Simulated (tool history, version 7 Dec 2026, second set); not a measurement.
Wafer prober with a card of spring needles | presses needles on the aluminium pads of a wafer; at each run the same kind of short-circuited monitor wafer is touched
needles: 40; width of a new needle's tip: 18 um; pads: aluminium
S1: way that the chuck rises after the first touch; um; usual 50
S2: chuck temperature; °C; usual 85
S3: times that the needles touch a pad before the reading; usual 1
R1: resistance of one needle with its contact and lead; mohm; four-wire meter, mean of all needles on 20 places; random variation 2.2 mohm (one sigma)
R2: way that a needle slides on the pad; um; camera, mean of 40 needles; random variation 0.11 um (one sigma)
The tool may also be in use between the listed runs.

Run 1, hour 0.0: usual settings. Result: R1 404 mohm, R2 11.55 um.
Run 2, hour 16.3: usual settings. Result: R1 436 mohm, R2 11.21 um.
Run 3, hour 46.5: usual settings. Result: R1 434 mohm, R2 11.06 um.
Run 4, hour 66.0: usual settings but S1 39 um. Result: R1 541 mohm, R2 7.99 um.
Run 5, hour 96.0: usual settings but S1 39 um. Result: R1 649 mohm, R2 7.84 um.
Run 6, hour 121.7: usual settings. Result: R1 268 mohm, R2 13.51 um.
Run 7, hour 134.8: usual settings. Result: R1 336 mohm, R2 13.41 um.
Run 8, hour 151.6: usual settings. Result: R1 357 mohm, R2 13.31 um.
Run 9, hour 175.2: usual settings. Result: R1 331 mohm, R2 13.24 um.
Run 10, hour 204.1: usual settings. Result: R1 320 mohm, R2 13.27 um.
Run 11, hour 223.8: usual settings. Result: R1 281 mohm, R2 13.24 um.
Run 12, hour 250.4: usual settings. Result: R1 303 mohm, R2 12.64 um.
Run 13, hour 266.4: usual settings. Result: R1 306 mohm, R2 12.79 um.
Run 14, hour 281.4: usual settings but S1 32 um. Result: R1 424 mohm, R2 7.79 um.
Run 15, hour 298.2: usual settings but S1 49 um. Result: R1 324 mohm, R2 12.38 um.
Run 16, hour 310.8: usual settings but S1 49 um. Result: R1 432 mohm, R2 12.51 um.
Run 17, hour 338.9: usual settings but S1 49 um. Result: R1 318 mohm, R2 12.09 um.
Run 18, hour 365.2: usual settings but S1 49 um. Result: R1 353 mohm, R2 11.88 um.
Run 19, hour 389.2: usual settings but S1 49 um. Result: R1 281 mohm, R2 11.89 um.
Run 20, hour 416.7: usual settings but S1 49 um. Result: R1 400 mohm, R2 11.73 um.
Run 21, hour 433.3: usual settings but S1 66 um, S2 124 °C, S3 2. Result: R1 268 mohm, R2 16.31 um.
Run 22, hour 452.7: usual settings but S1 46 um, S2 99 °C, S3 2. Result: R1 410 mohm, R2 10.71 um.
Run 23, hour 477.7: usual settings but S1 63 um, S2 47 °C. Result: R1 350 mohm, R2 15.20 um.
Run 24, hour 495.9: usual settings but S1 39 um, S2 47 °C, S3 2. Result: R1 340 mohm, R2 8.68 um.
Run 25, hour 515.3: usual settings but S1 39 um, S2 47 °C, S3 2. Result: R1 513 mohm, R2 8.46 um.
Run 26, hour 531.2: usual settings but S1 39 um, S2 47 °C, S3 2. Result: R1 499 mohm, R2 8.44 um.
Run 27, hour 562.2: usual settings but S1 39 um, S2 47 °C, S3 2. Result: R1 514 mohm, R2 8.26 um.

Taken out of this log: 112 entries between the listed runs. Where each belongs, and how the hidden state differs across it:
Between runs 1 and 2: tips cleaned on abrasive film (hour 1.2); tips cleaned on abrasive film (hour 6.6); tips cleaned on abrasive film (hour 12.0)
  debris on the tips, nm: 55 -> 58.1; way that the needles fall short of the set height, um: 7.56 -> 8.56; tips' diameter, um: 20.65 -> 21.79
  measured less the result without the state, R1: +154 -> +188 mohm; R2: -2.07 -> -2.32 um
Between runs 2 and 3: tips cleaned on abrasive film (hour 17.4); tips cleaned on abrasive film (hour 22.9); tips cleaned on abrasive film (hour 27.2); tips cleaned on abrasive film (hour 32.6); tips cleaned on abrasive film (hour 37.0); tips cleaned on abrasive film (hour 42.4)
  debris on the tips, nm: 58.1 -> 54.7; way that the needles fall short of the set height, um: 8.56 -> 9.15; tips' diameter, um: 21.79 -> 21.99
  measured less the result without the state, R1: +188 -> +186 mohm; R2: -2.32 -> -2.48 um
Between runs 3 and 4: tips cleaned on abrasive film (hour 47.6); tips cleaned on abrasive film (hour 52.0); tips cleaned on abrasive film (hour 57.4); tips cleaned on abrasive film (hour 62.9)
  debris on the tips, nm: 54.7 -> 43.4; way that the needles fall short of the set height, um: 9.15 -> 9.61; tips' diameter, um: 21.99 -> 22.15
  measured less the result without the state, R1: +186 -> +284 mohm; R2: -2.48 -> -2.60 um
Between runs 4 and 5: tips cleaned on abrasive film (hour 68.2); tips cleaned on abrasive film (hour 72.6); tips cleaned on abrasive film (hour 78.0); tips cleaned on abrasive film (hour 82.4); tips cleaned on abrasive film (hour 87.8); tips cleaned on abrasive film (hour 92.2)
  debris on the tips, nm: 43.4 -> 59; way that the needles fall short of the set height, um: 9.61 -> 10.28; tips' diameter, um: 22.15 -> 22.39
  measured less the result without the state, R1: +284 -> +397 mohm; R2: -2.60 -> -2.80 um
Between runs 5 and 6: tips cleaned on abrasive film (hour 97.2); tips cleaned on abrasive film (hour 102.6); tips cleaned on abrasive film (hour 107.0); tips cleaned on abrasive film (hour 112.4); tips cleaned on abrasive film (hour 116.8); height of the first contact set anew (hour 121.3); tips cleaned on abrasive film (hour 121.7)
  debris on the tips, nm: 59 -> 6.2; way that the needles fall short of the set height, um: 10.28 -> 0.09; tips' diameter, um: 22.39 -> 22.6
  measured less the result without the state, R1: +397 -> +22 mohm; R2: -2.80 -> -0.03 um
Between runs 6 and 7: tips cleaned on abrasive film (hour 127.2); tips cleaned on abrasive film (hour 132.6)
  debris on the tips, nm: 6.2 -> 35.7; way that the needles fall short of the set height, um: 0.09 -> 0.29; tips' diameter, um: 22.6 -> 22.67
  measured less the result without the state, R1: +22 -> +88 mohm; R2: -0.03 -> -0.08 um
Between runs 7 and 8: tips cleaned on abrasive film (hour 137.0); tips cleaned on abrasive film, once more (hour 139.3); tips cleaned on abrasive film (hour 143.6); tips cleaned on abrasive film (hour 149.1)
  debris on the tips, nm: 35.7 -> 42.3; way that the needles fall short of the set height, um: 0.29 -> 0.72; tips' diameter, um: 22.67 -> 22.82
  measured less the result without the state, R1: +88 -> +107 mohm; R2: -0.08 -> -0.20 um
Between runs 8 and 9: tips cleaned on abrasive film (hour 153.8); tips cleaned on abrasive film (hour 158.2); tips cleaned on abrasive film (hour 162.5); tips cleaned on abrasive film (hour 168.0); tips cleaned on abrasive film (hour 173.4)
  debris on the tips, nm: 42.3 -> 31.7; way that the needles fall short of the set height, um: 0.72 -> 1.24; tips' diameter, um: 22.82 -> 23
  measured less the result without the state, R1: +107 -> +85 mohm; R2: -0.20 -> -0.33 um
Between runs 9 and 10: tips cleaned on abrasive film (hour 178.5); tips cleaned on abrasive film (hour 182.8); tips cleaned on abrasive film (hour 187.2); tips cleaned on abrasive film (hour 192.6); tips cleaned on abrasive film (hour 198.1); tips cleaned on abrasive film (hour 202.4)
  debris on the tips, nm: 31.7 -> 25.4; way that the needles fall short of the set height, um: 1.24 -> 1.93; tips' diameter, um: 23 -> 23.24
  measured less the result without the state, R1: +85 -> +74 mohm; R2: -0.33 -> -0.53 um
Between runs 10 and 11: tips cleaned on abrasive film (hour 207.4); tips cleaned on abrasive film (hour 212.8); tips cleaned on abrasive film (hour 218.2); tips cleaned on abrasive film (hour 223.6)
  debris on the tips, nm: 25.4 -> 8.1; way that the needles fall short of the set height, um: 1.93 -> 2.3; tips' diameter, um: 23.24 -> 23.37
  measured less the result without the state, R1: +74 -> +31 mohm; R2: -0.53 -> -0.63 um
Between runs 11 and 12: tips cleaned on abrasive film (hour 228.1); tips cleaned on abrasive film (hour 233.6); tips cleaned on abrasive film (hour 239.0); tips cleaned on abrasive film (hour 244.4); tips cleaned on abrasive film (hour 249.8)
  debris on the tips, nm: 8.1 -> 16.5; way that the needles fall short of the set height, um: 2.3 -> 2.84; tips' diameter, um: 23.37 -> 23.56
  measured less the result without the state, R1: +31 -> +55 mohm; R2: -0.63 -> -0.77 um
Between runs 12 and 13: tips cleaned on abrasive film (hour 254.8); tips cleaned on abrasive film (hour 260.2); tips cleaned on abrasive film (hour 265.6)
  debris on the tips, nm: 16.5 -> 16.9; way that the needles fall short of the set height, um: 2.84 -> 3.11; tips' diameter, um: 23.56 -> 23.65
  measured less the result without the state, R1: +55 -> +58 mohm; R2: -0.77 -> -0.85 um
Between runs 13 and 14: tips cleaned on abrasive film (hour 270.7); tips cleaned on abrasive film (hour 275.1); tips cleaned on abrasive film (hour 280.5)
  debris on the tips, nm: 16.9 -> 18.9; way that the needles fall short of the set height, um: 3.11 -> 3.35; tips' diameter, um: 23.65 -> 23.74
  measured less the result without the state, R1: +58 -> +157 mohm; R2: -0.85 -> -0.91 um
Between runs 14 and 15: tips cleaned on abrasive film (hour 285.8); tips cleaned on abrasive film (hour 291.2); tips cleaned on abrasive film (hour 296.6)
  debris on the tips, nm: 18.9 -> 22; way that the needles fall short of the set height, um: 3.35 -> 3.62; tips' diameter, um: 23.74 -> 23.83
  measured less the result without the state, R1: +157 -> +77 mohm; R2: -0.91 -> -0.99 um
Between runs 15 and 16: tips cleaned on abrasive film (hour 301.5); tips cleaned on abrasive film (hour 306.9)
  debris on the tips, nm: 22 -> 55.7; way that the needles fall short of the set height, um: 3.62 -> 3.85; tips' diameter, um: 23.83 -> 23.91
  measured less the result without the state, R1: +77 -> +181 mohm; R2: -0.99 -> -1.06 um
Between runs 16 and 17: tips cleaned on abrasive film (hour 311.9); tips cleaned on abrasive film (hour 317.3); tips cleaned on abrasive film (hour 322.8); tips cleaned on abrasive film (hour 328.2); tips cleaned on abrasive film (hour 332.6); tips cleaned on abrasive film (hour 338.0)
  debris on the tips, nm: 55.7 -> 17.8; way that the needles fall short of the set height, um: 3.85 -> 4.48; tips' diameter, um: 23.91 -> 24.13
  measured less the result without the state, R1: +181 -> +70 mohm; R2: -1.06 -> -1.22 um
Between runs 17 and 18: tips cleaned on abrasive film (hour 343.3); tips cleaned on abrasive film (hour 347.6); tips cleaned on abrasive film (hour 353.1); tips cleaned on abrasive film (hour 358.5); tips cleaned on abrasive film (hour 363.9)
  debris on the tips, nm: 17.8 -> 26.2; way that the needles fall short of the set height, um: 4.48 -> 4.91; tips' diameter, um: 24.13 -> 24.29
  measured less the result without the state, R1: +70 -> +101 mohm; R2: -1.22 -> -1.33 um
Between runs 18 and 19: tips cleaned on abrasive film (hour 368.5); tips cleaned on abrasive film (hour 372.8); tips cleaned on abrasive film (hour 378.3); tips cleaned on abrasive film (hour 383.7); tips cleaned on abrasive film (hour 389.1)
  debris on the tips, nm: 26.2 -> 4.2; way that the needles fall short of the set height, um: 4.91 -> 5.44; tips' diameter, um: 24.29 -> 24.47
  measured less the result without the state, R1: +101 -> +30 mohm; R2: -1.33 -> -1.48 um
Between runs 19 and 20: tips cleaned on abrasive film (hour 393.6); tips cleaned on abrasive film (hour 397.9); tips cleaned on abrasive film (hour 403.4); tips cleaned on abrasive film (hour 408.8); tips cleaned on abrasive film (hour 414.2)
  debris on the tips, nm: 4.2 -> 37.4; way that the needles fall short of the set height, um: 5.44 -> 5.99; tips' diameter, um: 24.47 -> 24.66
  measured less the result without the state, R1: +30 -> +148 mohm; R2: -1.48 -> -1.63 um
Between runs 20 and 21: tips cleaned on abrasive film (hour 419.0); tips cleaned on abrasive film (hour 424.4); tips cleaned on abrasive film (hour 428.8); tips cleaned on abrasive film (hour 433.3)
  debris on the tips, nm: 37.4 -> 5.5; way that the needles fall short of the set height, um: 5.99 -> 6.41; tips' diameter, um: 24.66 -> 24.81
  measured less the result without the state, R1: +148 -> +18 mohm; R2: -1.63 -> -1.74 um
Between runs 21 and 22: tips cleaned on abrasive film (hour 437.6); tips cleaned on abrasive film (hour 443.1); tips cleaned on abrasive film (hour 448.5)
  debris on the tips, nm: 5.5 -> 55.6; way that the needles fall short of the set height, um: 6.41 -> 6.69; tips' diameter, um: 24.81 -> 24.91
  measured less the result without the state, R1: +18 -> +157 mohm; R2: -1.74 -> -1.84 um
Between runs 22 and 23: tips cleaned on abrasive film (hour 453.9); tips cleaned on abrasive film (hour 459.3); tips cleaned on abrasive film (hour 464.8); tips cleaned on abrasive film (hour 469.1); tips cleaned on abrasive film (hour 474.6)
  debris on the tips, nm: 55.6 -> 45; way that the needles fall short of the set height, um: 6.69 -> 7.14; tips' diameter, um: 24.91 -> 25.06
  measured less the result without the state, R1: +157 -> +117 mohm; R2: -1.84 -> -1.94 um
Between runs 23 and 24: tips cleaned on abrasive film (hour 480.0); tips cleaned on abrasive film (hour 485.4); tips cleaned on abrasive film (hour 489.8); tips cleaned on abrasive film (hour 495.2)
  debris on the tips, nm: 45 -> 16.6; way that the needles fall short of the set height, um: 7.14 -> 7.55; tips' diameter, um: 25.06 -> 25.21
  measured less the result without the state, R1: +117 -> +96 mohm; R2: -1.94 -> -2.05 um
Between runs 24 and 25: tips cleaned on abrasive film (hour 500.3); tips cleaned on abrasive film (hour 505.7); tips cleaned on abrasive film (hour 511.1)
  debris on the tips, nm: 16.6 -> 55.2; way that the needles fall short of the set height, um: 7.55 -> 7.82; tips' diameter, um: 25.21 -> 25.3
  measured less the result without the state, R1: +96 -> +268 mohm; R2: -2.05 -> -2.13 um
Between runs 25 and 26: tips cleaned on abrasive film (hour 516.4); tips cleaned on abrasive film (hour 521.8); tips cleaned on abrasive film (hour 527.3)
  debris on the tips, nm: 55.2 -> 51.3; way that the needles fall short of the set height, um: 7.82 -> 8.14; tips' diameter, um: 25.3 -> 25.42
  measured less the result without the state, R1: +268 -> +256 mohm; R2: -2.13 -> -2.23 um
Between runs 26 and 27: tips cleaned on abrasive film (hour 532.4); tips cleaned on abrasive film (hour 537.8); tips cleaned on abrasive film (hour 543.2); tips cleaned on abrasive film (hour 548.7); tips cleaned on abrasive film (hour 554.1); tips cleaned on abrasive film (hour 558.4)
  debris on the tips, nm: 51.3 -> 50.3; way that the needles fall short of the set height, um: 8.14 -> 8.75; tips' diameter, um: 25.42 -> 25.63
  measured less the result without the state, R1: +256 -> +269 mohm; R2: -2.23 -> -2.39 um
